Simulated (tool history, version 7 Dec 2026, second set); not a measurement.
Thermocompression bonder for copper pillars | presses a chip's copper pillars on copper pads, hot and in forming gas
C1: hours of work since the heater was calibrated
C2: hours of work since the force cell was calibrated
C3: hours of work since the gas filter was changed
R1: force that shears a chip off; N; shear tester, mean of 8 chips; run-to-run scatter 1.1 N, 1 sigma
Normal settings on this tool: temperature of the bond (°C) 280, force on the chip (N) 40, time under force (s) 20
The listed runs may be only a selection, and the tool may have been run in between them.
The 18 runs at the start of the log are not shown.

Run 19, hour 210.2: usual settings but force on the chip (N) 46, time under force (s) 57; C1 207; C2 190; C3 174. Result: R1 120.3 N.
Run 20, hour 218.3: usual settings but force on the chip (N) 46, time under force (s) 57; C1 213; C2 197; C3 180. Result: R1 119.2 N.
Run 21, hour 230.0: usual settings but force on the chip (N) 46, time under force (s) 22; C1 223; C2 206; C3 189. Result: R1 96.8 N.
Run 22, hour 238.5: usual settings but force on the chip (N) 46, time under force (s) 22; C1 230; C2 213; C3 196. Result: R1 97.9 N.
Run 23, hour 248.2: usual settings but temperature of the bond (°C) 279, force on the chip (N) 41, time under force (s) 22; C1 237; C2 221; C3 204. Result: R1 93.5 N.
Run 24, hour 256.3: usual settings but temperature of the bond (°C) 290, force on the chip (N) 34, time under force (s) 22; C1 244; C2 227; C3 210. Result: R1 96.6 N.
Run 25, hour 269.0: usual settings but temperature of the bond (°C) 304, force on the chip (N) 30, time under force (s) 28; C1 254; C2 237; C3 221. Result: R1 104.7 N.
Run 26, hour 281.2: usual settings but temperature of the bond (°C) 269, force on the chip (N) 30, time under force (s) 12; C1 264; C2 247; C3 230. Result: R1 60.3 N.
Run 27, hour 296.4: usual settings but temperature of the bond (°C) 288, time under force (s) 19; C1 276; C2 259; C3 242. Result: R1 94.7 N.
Run 28, hour 310.4: usual settings but force on the chip (N) 49, time under force (s) 39; C1 287; C2 270; C3 254. Result: R1 114.0 N.
Run 29, hour 326.3: usual settings but temperature of the bond (°C) 294, time under force (s) 52; C1 300; C2 283; C3 266. Result: R1 118.0 N.
At hour 328.0: forming gas filter changed.
Run 30, hour 335.7: usual settings but temperature of the bond (°C) 294, time under force (s) 52; C1 307; C2 290; C3 6. Result: R1 129.1 N.
Run 31, hour 349.3: usual settings but temperature of the bond (°C) 294, time under force (s) 52; C1 318; C2 301; C3 17. Result: R1 129.2 N.
Run 32, hour 358.0: usual settings but temperature of the bond (°C) 291; C1 325; C2 308; C3 24. Result: R1 106.0 N.
Run 33, hour 371.7: usual settings but temperature of the bond (°C) 291; C1 335; C2 319; C3 35. Result: R1 105.8 N.
Run 34, hour 381.5: usual settings but time under force (s) 19; C1 343; C2 327; C3 43. Result: R1 93.5 N.
Run 35, hour 392.5: usual settings but temperature of the bond (°C) 301, force on the chip (N) 35, time under force (s) 29; C1 352; C2 336; C3 52. Result: R1 115.2 N.
Run 36, hour 407.8: usual settings but temperature of the bond (°C) 290, time under force (s) 12; C1 364; C2 348; C3 64. Result: R1 89.2 N.
Run 37, hour 425.5: usual settings but temperature of the bond (°C) 290, time under force (s) 12; C1 378; C2 362; C3 78. Result: R1 88.7 N.
Run 38, hour 433.7: usual settings but temperature of the bond (°C) 290, force on the chip (N) 32, time under force (s) 12; C1 385; C2 368; C3 84. Result: R1 80.1 N.
Run 39, hour 448.5: usual settings but force on the chip (N) 58, time under force (s) 25; C1 397; C2 380; C3 96. Result: R1 112.7 N.

Branching from run 39: 4 alternative next runs. What would each branch give?
Run A, hour 460.6: usual settings but temperature of the bond (°C) 267, force on the chip (N) 52, time under force (s) 31; C1 406; C2 390; C3 106. Result: R1 ?.
Run B, hour 460.6: usual settings but force on the chip (N) 51, time under force (s) 35; C1 406; C2 390; C3 106. Result: R1 ?.
Run C, hour 460.6: usual settings but force on the chip (N) 58, time under force (s) 10; C1 406; C2 390; C3 106. Result: R1 ?.
Run D, hour 460.6: usual settings but temperature of the bond (°C) 281, force on the chip (N) 43, time under force (s) 40; C1 406; C2 390; C3 106. Result: R1 ?.

run     R1
  A  103.7
  B  114.7
  C   91.1
  D  114.0
Without the tool's hidden state the same runs would have given:
run     R1
  A  103.3
  B  115.5
  C   90.1
  D  114.6
